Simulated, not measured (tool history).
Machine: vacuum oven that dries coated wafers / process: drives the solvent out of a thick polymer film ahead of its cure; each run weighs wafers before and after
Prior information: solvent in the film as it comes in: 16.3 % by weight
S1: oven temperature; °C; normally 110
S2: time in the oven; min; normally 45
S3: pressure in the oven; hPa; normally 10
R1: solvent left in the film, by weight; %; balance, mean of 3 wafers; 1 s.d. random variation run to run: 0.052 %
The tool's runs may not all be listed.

Run 1, hour 0: usual settings. Result: R1 1.7 %.
Run 2, hour 40.8: usual settings but S1 105 °C. Result: R1 2.75 %.
Run 3, hour 124.2: usual settings but S1 105 °C. Result: R1 2.88 %.
Run 4, hour 182.7: usual settings but S2 54 min. Result: R1 1.51 %.
Run 5, hour 245.3: usual settings but S2 54 min. Result: R1 1.55 %.
Run 6, hour 340.7: usual settings. Result: R1 1.98 %.
Run 7, hour 384: usual settings but S2 60 min. Result: R1 1.56 %.
Run 8, hour 460.9: usual settings but S2 60 min. Result: R1 1.5 %.
Run 9, hour 520.7: usual settings. Result: R1 2 %.
Run 10, hour 568.2: usual settings. Result: R1 2.09 %.
Run 11, hour 617.9: usual settings. Result: R1 2.01 %.
Run 12, hour 659.1: usual settings. Result: R1 2.05 %.
Run 13, hour 725.6: usual settings. Result: R1 2.12 %.
Run 14, hour 815.9: usual settings. Result: R1 1.96 %.
Run 15, hour 869.5: usual settings but S1 108 °C, S2 73 min, S3 11.5 hPa. Result: R1 1.89 %.
Run 16, hour 943.8: usual settings but S1 104 °C, S2 73 min, S3 19.9 hPa. Result: R1 3.31 %.
Run 17, hour 988.9: usual settings but S1 104 °C, S2 73 min, S3 19.9 hPa. Result: R1 3.41 %.
Run 18, hour 1066.6: usual settings but S1 104 °C, S2 73 min, S3 19.9 hPa. Result: R1 3.45 %.
Run 19, hour 1146.3: usual settings but S1 104 °C, S2 76 min, S3 6.5 hPa. Result: R1 2.05 %.
At hour 1155.5: oven's thermocouples calibrated.
Run 20, hour 1225.1: usual settings but S1 115 °C, S2 81 min, S3 31.8 hPa. Result: R1 2.87 %.
Run 21, hour 1279: usual settings but S1 104 °C. Result: R1 3.16 %.
Run 22, hour 1343.4: usual settings but S1 103 °C, S3 24.3 hPa. Result: R1 4.85 %.
Run 23, hour 1397.4: usual settings but S2 34 min, S3 18.5 hPa. Result: R1 3.19 %.
Run 24, hour 1474.4: usual settings but S1 106 °C, S2 47 min, S3 37.4 hPa. Result: R1 5.19 %.
Run 25, hour 1551: usual settings but S1 106 °C, S2 47 min, S3 37.4 hPa. Result: R1 5.36 %.
Run 26, hour 1613.1: usual settings but S1 102 °C, S2 75 min, S3 17.6 hPa. Result: R1 3.47 %.
Run 27, hour 1667: usual settings but S1 102 °C, S2 75 min, S3 17.6 hPa. Result: R1 3.41 %.

Below are 3 alternative next runs, each starting from the tool's condition after run 27. Predict each:
Run A, hour 1709: usual settings but S1 118 °C, S2 49 min, S3 17.6 hPa. Result: R1 ?.
Run B, hour 1709: usual settings but S1 109 °C, S2 55 min, S3 17.6 hPa. Result: R1 ?.
Run C, hour 1709: usual settings but S1 123 °C, S2 80 min, S3 8.5 hPa. Result: R1 ?.

run    R1
  A  1.79
  B  2.59
  C  1.01
Without the tool's hidden state the same runs would have given:
run    R1
  A  1.16
  B  1.75
  C  0.48
